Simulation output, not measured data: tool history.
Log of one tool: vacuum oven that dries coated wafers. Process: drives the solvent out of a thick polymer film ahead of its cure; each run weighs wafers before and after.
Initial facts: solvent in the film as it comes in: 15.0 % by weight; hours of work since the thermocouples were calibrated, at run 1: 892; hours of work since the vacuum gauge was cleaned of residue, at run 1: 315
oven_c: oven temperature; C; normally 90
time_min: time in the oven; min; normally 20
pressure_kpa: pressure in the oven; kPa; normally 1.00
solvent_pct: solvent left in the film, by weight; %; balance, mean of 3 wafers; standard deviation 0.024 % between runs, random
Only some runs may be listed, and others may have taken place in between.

| run | hour | oven_c | time_min | pressure_kpa | hours of work since the thermocouples were calibrated | hours of work since the vacuum gauge was cleaned of residue | solvent_pct |
|---|---|---|---|---|---|---|---|
| 1 | 0.0 | 90 | 20 | 1.00 | 892 | 315 | 0.86 |
| 2 | 34.7 | 90 | 12 | 1.00 | 908 | 331 | 2.12 |
| 3 | 101.5 | 90 | 12 | 1.00 | 938 | 361 | 2.11 |
| 4 | 139.4 | 78 | 20 | 1.00 | 955 | 378 | 2.75 |
| 5 | 197.3 | 78 | 20 | 1.00 | 981 | 404 | 2.76 |
| 6 | 248.0 | 78 | 20 | 1.00 | 1004 | 427 | 2.75 |
| 7 | 279.4 | 90 | 20 | 1.00 | 1018 | 441 | 0.83 |
| 8 | 324.8 | 90 | 20 | 1.00 | 1039 | 462 | 0.90 |
| 9 | 390.8 | 85 | 27 | 3.65 | 1069 | 491 | 2.04 |
| 10 | 436.8 | 90 | 28 | 2.32 | 1090 | 512 | 1.01 |
| 11 | 501.3 | 96 | 13 | 2.44 | 1119 | 541 | 1.46 |
| 12 | 535.2 | 96 | 13 | 2.44 | 1134 | 557 | 1.45 |
| 13 | 603.4 | 90 | 17 | 0.72 | 1165 | 587 | 1.13 |
| 14 | 645.4 | 90 | 17 | 0.72 | 1184 | 606 | 1.13 |
| 15 | 718.2 | 103 | 14 | 0.68 | 1217 | 639 | 0.38 |

Branching from run 15: 3 alternative next runs. What would each branch give?
| A | 748.6 | 103 | 11 | 0.68 | 1230 | 653 | ? |
| B | 748.6 | 85 | 20 | 2.01 | 1230 | 653 | ? |
| C | 748.6 | 88 | 14 | 0.92 | 1230 | 653 | ? |

| run | solvent_pct |
|---|---|
| A | 0.62 |
| B | 1.95 |
| C | 2.03 |
Had the tool no hidden state, the same runs would have come out as:
| run | solvent_pct |
|---|---|
| A | 0.53 |
| B | 1.75 |
| C | 1.82 |
